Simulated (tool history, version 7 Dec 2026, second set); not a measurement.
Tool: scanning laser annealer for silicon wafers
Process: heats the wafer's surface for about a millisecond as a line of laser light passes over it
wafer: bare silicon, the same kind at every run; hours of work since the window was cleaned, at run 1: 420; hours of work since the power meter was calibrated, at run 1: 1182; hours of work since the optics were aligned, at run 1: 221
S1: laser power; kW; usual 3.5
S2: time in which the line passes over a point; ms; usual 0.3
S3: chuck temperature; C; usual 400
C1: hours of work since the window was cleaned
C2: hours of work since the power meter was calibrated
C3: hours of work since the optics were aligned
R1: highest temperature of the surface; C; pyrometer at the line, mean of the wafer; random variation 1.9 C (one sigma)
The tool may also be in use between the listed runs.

{"run": 1, "hour": 0.0, "S1": 3.5, "S2": 0.3, "S3": 400, "C1": 420, "C2": 1182, "C3": 221, "R1": 1086}
{"run": 2, "hour": 62.2, "S1": 3.5, "S2": 0.3, "S3": 400, "C1": 447, "C2": 1209, "C3": 248, "R1": 1084}
{"run": 3, "hour": 120.3, "S1": 3.5, "S2": 0.3, "S3": 400, "C1": 472, "C2": 1234, "C3": 273, "R1": 1084}
{"run": 4, "hour": 192.7, "S1": 3.5, "S2": 0.3, "S3": 400, "C1": 503, "C2": 1266, "C3": 304, "R1": 1081}
{"run": 5, "hour": 276.9, "S1": 3.5, "S2": 0.3, "S3": 400, "C1": 539, "C2": 1302, "C3": 340, "R1": 1079}
{"run": 6, "hour": 320.6, "S1": 3.5, "S2": 0.352, "S3": 400, "C1": 558, "C2": 1321, "C3": 359, "R1": 1140}
{"run": 7, "hour": 369.3, "S1": 3.5, "S2": 0.352, "S3": 400, "C1": 579, "C2": 1342, "C3": 380, "R1": 1143}
{"run": 8, "hour": 440.0, "S1": 3.5, "S2": 0.352, "S3": 400, "C1": 610, "C2": 1372, "C3": 411, "R1": 1137}
{"run": 9, "hour": 528.9, "S1": 3.082, "S2": 0.3, "S3": 400, "C1": 648, "C2": 1411, "C3": 449, "R1": 1003}
{"hour": 544.0, "done": "window over the wafer cleaned"}
{"run": 10, "hour": 593.0, "S1": 3.082, "S2": 0.3, "S3": 387, "C1": 21, "C2": 1438, "C3": 476, "R1": 1010}
{"run": 11, "hour": 675.3, "S1": 3.082, "S2": 0.3, "S3": 387, "C1": 57, "C2": 1473, "C3": 511, "R1": 1009}
{"run": 12, "hour": 759.5, "S1": 3.5, "S2": 0.3, "S3": 387, "C1": 93, "C2": 1509, "C3": 548, "R1": 1084}
{"run": 13, "hour": 828.2, "S1": 3.5, "S2": 0.351, "S3": 400, "C1": 123, "C2": 1539, "C3": 577, "R1": 1157}
{"run": 14, "hour": 892.3, "S1": 3.5, "S2": 0.3, "S3": 400, "C1": 150, "C2": 1567, "C3": 605, "R1": 1096}
{"run": 15, "hour": 947.8, "S1": 3.368, "S2": 0.3, "S3": 400, "C1": 174, "C2": 1591, "C3": 629, "R1": 1067}
{"run": 16, "hour": 983.9, "S1": 3.368, "S2": 0.3, "S3": 400, "C1": 190, "C2": 1606, "C3": 645, "R1": 1070}
{"run": 17, "hour": 1048.8, "S1": 3.62, "S2": 0.3, "S3": 400, "C1": 218, "C2": 1634, "C3": 673, "R1": 1114}
{"run": 18, "hour": 1116.7, "S1": 3.62, "S2": 0.3, "S3": 400, "C1": 247, "C2": 1664, "C3": 702, "R1": 1113}
{"run": 19, "hour": 1204.3, "S1": 3.62, "S2": 0.3, "S3": 400, "C1": 285, "C2": 1701, "C3": 740, "R1": 1110}
{"run": 20, "hour": 1269.4, "S1": 3.62, "S2": 0.3, "S3": 400, "C1": 313, "C2": 1729, "C3": 768, "R1": 1108}
{"run": 21, "hour": 1351.5, "S1": 2.976, "S2": 0.3, "S3": 381, "C1": 349, "C2": 1765, "C3": 803, "R1": 973}
{"run": 22, "hour": 1406.4, "S1": 3.5, "S2": 0.254, "S3": 406, "C1": 372, "C2": 1789, "C3": 827, "R1": 1034}
{"run": 23, "hour": 1488.3, "S1": 3.596, "S2": 0.223, "S3": 374, "C1": 408, "C2": 1824, "C3": 862, "R1": 975}
{"run": 24, "hour": 1576.8, "S1": 2.978, "S2": 0.296, "S3": 368, "C1": 446, "C2": 1862, "C3": 900, "R1": 951}
{"run": 25, "hour": 1647.7, "S1": 3.5, "S2": 0.212, "S3": 400, "C1": 476, "C2": 1893, "C3": 931, "R1": 968}
{"run": 26, "hour": 1728.3, "S1": 3.5, "S2": 0.3, "S3": 383, "C1": 511, "C2": 1927, "C3": 966, "R1": 1061}
{"run": 27, "hour": 1807.3, "S1": 3.404, "S2": 0.3, "S3": 436, "C1": 545, "C2": 1962, "C3": 1000, "R1": 1092}
{"run": 28, "hour": 1874.5, "S1": 3.707, "S2": 0.349, "S3": 428, "C1": 574, "C2": 1991, "C3": 1029, "R1": 1198}
{"run": 29, "hour": 1926.1, "S1": 3.753, "S2": 0.26, "S3": 388, "C1": 596, "C2": 2013, "C3": 1051, "R1": 1055}
{"run": 30, "hour": 1976.6, "S1": 3.753, "S2": 0.217, "S3": 388, "C1": 618, "C2": 2035, "C3": 1073, "R1": 992}
{"run": 31, "hour": 2017.7, "S1": 3.351, "S2": 0.332, "S3": 378, "C1": 636, "C2": 2052, "C3": 1091, "R1": 1060}
{"hour": 2058.2, "done": "window over the wafer cleaned"}
{"run": 32, "hour": 2060.9, "S1": 3.086, "S2": 0.21, "S3": 393, "C1": 1, "C2": 2070, "C3": 1108, "R1": 905}
{"run": 33, "hour": 2144.6, "S1": 3.171, "S2": 0.339, "S3": 392, "C1": 37, "C2": 2106, "C3": 1145, "R1": 1066}
{"run": 34, "hour": 2228.5, "S1": 3.292, "S2": 0.339, "S3": 392, "C1": 73, "C2": 2142, "C3": 1181, "R1": 1087}
{"run": 35, "hour": 2279.5, "S1": 3.5, "S2": 0.341, "S3": 434, "C1": 96, "C2": 2164, "C3": 1203, "R1": 1172}
{"run": 36, "hour": 2334.6, "S1": 3.365, "S2": 0.241, "S3": 400, "C1": 119, "C2": 2188, "C3": 1227, "R1": 993}
{"run": 37, "hour": 2410.0, "S1": 3.222, "S2": 0.267, "S3": 405, "C1": 152, "C2": 2221, "C3": 1259, "R1": 1004}
{"run": 38, "hour": 2499.0, "S1": 3.222, "S2": 0.267, "S3": 405, "C1": 190, "C2": 2259, "C3": 1298, "R1": 1005}
{"run": 39, "hour": 2546.8, "S1": 3.145, "S2": 0.3, "S3": 400, "C1": 211, "C2": 2280, "C3": 1318, "R1": 1020}
{"run": 40, "hour": 2592.6, "S1": 3.425, "S2": 0.238, "S3": 439, "C1": 231, "C2": 2300, "C3": 1338, "R1": 1031}

Forecast each of these 4 alternatives for the next run:
{"hour": 2632.7, "done": "optics aligned, line set to its width"}
{"run": "A", "hour": 2638.2, "S1": 3.5, "S2": 0.3, "S3": 403, "C1": 248, "C2": 2317, "C3": 2, "R1": "?"}
{"hour": 2632.7, "done": "optics aligned, line set to its width"}
{"run": "B", "hour": 2638.2, "S1": 3.251, "S2": 0.238, "S3": 439, "C1": 248, "C2": 2317, "C3": 2, "R1": "?"}
{"hour": 2632.7, "done": "optics aligned, line set to its width"}
{"run": "C", "hour": 2638.2, "S1": 3.14, "S2": 0.217, "S3": 398, "C1": 248, "C2": 2317, "C3": 2, "R1": "?"}
{"hour": 2632.7, "done": "optics aligned, line set to its width"}
{"run": "D", "hour": 2638.2, "S1": 3.5, "S2": 0.374, "S3": 400, "C1": 248, "C2": 2317, "C3": 2, "R1": "?"}

run=A R1=1096
run=B R1=1012
run=C R1=924
run=D R1=1178
Without the tool's hidden state the same runs would have given:
run=A R1=1113
run=B R1=1027
run=C R1=937
run=D R1=1198
